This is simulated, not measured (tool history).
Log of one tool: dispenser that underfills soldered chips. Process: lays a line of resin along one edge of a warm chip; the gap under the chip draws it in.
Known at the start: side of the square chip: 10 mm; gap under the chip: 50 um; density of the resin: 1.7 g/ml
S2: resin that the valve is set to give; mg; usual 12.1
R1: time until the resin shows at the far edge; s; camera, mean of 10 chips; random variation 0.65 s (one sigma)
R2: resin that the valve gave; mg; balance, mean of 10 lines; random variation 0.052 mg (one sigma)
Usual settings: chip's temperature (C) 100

{"run": 1, "hour": 0.0, "chip's temperature (C)": 100, "S2": 12.1, "R1": 86.4, "R2": 12.06}
{"hour": 1.2, "done": "new syringe of resin"}
{"run": 2, "hour": 11.2, "chip's temperature (C)": 100, "S2": 12.1, "R1": 87.2, "R2": 11.94}
{"hour": 14.2, "done": "new syringe of resin"}
{"run": 3, "hour": 23.0, "chip's temperature (C)": 100, "S2": 12.1, "R1": 80.1, "R2": 11.79}
{"hour": 27.0, "done": "new syringe of resin"}
{"run": 4, "hour": 33.8, "chip's temperature (C)": 100, "S2": 12.1, "R1": 75.9, "R2": 11.79}
{"hour": 40.0, "done": "new syringe of resin"}
{"run": 5, "hour": 50.4, "chip's temperature (C)": 100, "S2": 12.1, "R1": 85.6, "R2": 11.7}
{"hour": 53.3, "done": "new syringe of resin"}
{"hour": 54.3, "done": "dispensing valve cleaned and set on the balance"}
{"run": 6, "hour": 63.6, "chip's temperature (C)": 100, "S2": 12.1, "R1": 81.9, "R2": 11.93}
{"hour": 67.5, "done": "new syringe of resin"}
{"run": 7, "hour": 76.7, "chip's temperature (C)": 100, "S2": 12.1, "R1": 82.2, "R2": 11.85}
{"hour": 80.8, "done": "new syringe of resin"}
{"run": 8, "hour": 86.7, "chip's temperature (C)": 100, "S2": 12.1, "R1": 71.7, "R2": 11.91}
{"hour": 93.2, "done": "new syringe of resin"}
{"run": 9, "hour": 102.9, "chip's temperature (C)": 100, "S2": 12.1, "R1": 83, "R2": 11.8}
{"hour": 105.8, "done": "new syringe of resin"}
{"run": 10, "hour": 110.0, "chip's temperature (C)": 100, "S2": 12.1, "R1": 68.6, "R2": 11.73}
{"hour": 118.2, "done": "new syringe of resin"}
{"hour": 124.9, "done": "dispensing valve cleaned and set on the balance"}
{"run": 11, "hour": 125.3, "chip's temperature (C)": 100, "S2": 12.1, "R1": 69.5, "R2": 12.11}
{"hour": 132.0, "done": "new syringe of resin"}
{"run": 12, "hour": 134.6, "chip's temperature (C)": 100, "S2": 12.1, "R1": 63.9, "R2": 12.08}
{"hour": 144.4, "done": "new syringe of resin"}
{"run": 13, "hour": 151.5, "chip's temperature (C)": 100, "S2": 12.1, "R1": 74.3, "R2": 11.96}
{"hour": 156.6, "done": "new syringe of resin"}
{"run": 14, "hour": 165.2, "chip's temperature (C)": 100, "S2": 12.1, "R1": 79.5, "R2": 11.9}
{"hour": 169.4, "done": "new syringe of resin"}
{"run": 15, "hour": 172.5, "chip's temperature (C)": 100, "S2": 12.1, "R1": 61.9, "R2": 11.84}
{"run": 16, "hour": 179.5, "chip's temperature (C)": 100, "S2": 11.3, "R1": 82.4, "R2": 10.98}
{"hour": 182.5, "done": "new syringe of resin"}
{"hour": 195.2, "done": "new syringe of resin"}
{"hour": 196.2, "done": "dispensing valve cleaned and set on the balance"}
{"run": 17, "hour": 197.7, "chip's temperature (C)": 103, "S2": 12.1, "R1": 55.4, "R2": 12.08}
{"hour": 208.9, "done": "new syringe of resin"}
{"run": 18, "hour": 208.9, "chip's temperature (C)": 100, "S2": 14.3, "R1": 55.1, "R2": 14.2}
{"hour": 221.6, "done": "new syringe of resin"}
{"run": 19, "hour": 223.8, "chip's temperature (C)": 100, "S2": 14.3, "R1": 58.6, "R2": 14.18}
{"hour": 233.9, "done": "new syringe of resin"}
{"run": 20, "hour": 240.1, "chip's temperature (C)": 89, "S2": 14.5, "R1": 96.7, "R2": 14.22}
{"hour": 246.2, "done": "new syringe of resin"}
{"run": 21, "hour": 251.2, "chip's temperature (C)": 100, "S2": 13.1, "R1": 66.2, "R2": 12.74}
{"hour": 259.4, "done": "new syringe of resin"}
{"run": 22, "hour": 262.5, "chip's temperature (C)": 90, "S2": 13, "R1": 85.8, "R2": 12.63}
{"hour": 267.2, "done": "dispensing valve cleaned and set on the balance"}
{"run": 23, "hour": 271.5, "chip's temperature (C)": 87, "S2": 11.5, "R1": 132.7, "R2": 11.43}
{"hour": 273.1, "done": "new syringe of resin"}
{"hour": 285.4, "done": "new syringe of resin"}
{"run": 24, "hour": 287.7, "chip's temperature (C)": 88, "S2": 10.8, "R1": 90.6, "R2": 10.71}
{"run": 25, "hour": 294.6, "chip's temperature (C)": 100, "S2": 14.6, "R1": 77.1, "R2": 14.41}
{"hour": 297.7, "done": "new syringe of resin"}
{"run": 26, "hour": 309.0, "chip's temperature (C)": 100, "S2": 14.6, "R1": 83.8, "R2": 14.38}
{"hour": 310.1, "done": "new syringe of resin"}
{"run": 27, "hour": 319.5, "chip's temperature (C)": 98, "S2": 10.4, "R1": 90.6, "R2": 10.17}
{"hour": 323.1, "done": "new syringe of resin"}
{"run": 28, "hour": 330.4, "chip's temperature (C)": 86, "S2": 11.6, "R1": 117.7, "R2": 11.26}
{"hour": 336.2, "done": "new syringe of resin"}
{"hour": 338.1, "done": "dispensing valve cleaned and set on the balance"}
{"run": 29, "hour": 347.0, "chip's temperature (C)": 86, "S2": 15, "R1": 121.1, "R2": 14.93}
{"hour": 349.5, "done": "new syringe of resin"}
{"hour": 362.0, "done": "new syringe of resin"}
{"run": 30, "hour": 363.1, "chip's temperature (C)": 86, "S2": 15, "R1": 87.9, "R2": 14.85}
{"hour": 374.6, "done": "new syringe of resin"}
{"run": 31, "hour": 377.5, "chip's temperature (C)": 107, "S2": 14.4, "R1": 49, "R2": 14.16}
{"run": 32, "hour": 385.8, "chip's temperature (C)": 107, "S2": 14.4, "R1": 66, "R2": 13.93}
{"hour": 387.5, "done": "new syringe of resin"}
{"run": 33, "hour": 395.3, "chip's temperature (C)": 107, "S2": 14.4, "R1": 61, "R2": 14.08}
{"hour": 399.6, "done": "new syringe of resin"}
{"hour": 409.1, "done": "dispensing valve cleaned and set on the balance"}
{"run": 34, "hour": 411.5, "chip's temperature (C)": 111, "S2": 15.4, "R1": 58.2, "R2": 15.36}

3 ways to go on from here, each from the tool as it stands after run 34. What would each give?
{"hour": 413.5, "done": "new syringe of resin"}
{"run": "A", "hour": 420.0, "chip's temperature (C)": 89, "S2": 12.1, "R1": "?", "R2": "?"}
{"hour": 413.5, "done": "new syringe of resin"}
{"run": "B", "hour": 420.0, "chip's temperature (C)": 108, "S2": 13.9, "R1": "?", "R2": "?"}
{"hour": 413.5, "done": "new syringe of resin"}
{"run": "C", "hour": 420.0, "chip's temperature (C)": 111, "S2": 14.7, "R1": "?", "R2": "?"}

run=A R1=102.3 R2=12.06
run=B R1=56.3 R2=13.9
run=C R1=51.4 R2=14.58
Without the tool's hidden state the same runs would have given:
run=A R1=81.8 R2=12.11
run=B R1=44.8 R2=13.96
run=C R1=40.9 R2=14.64
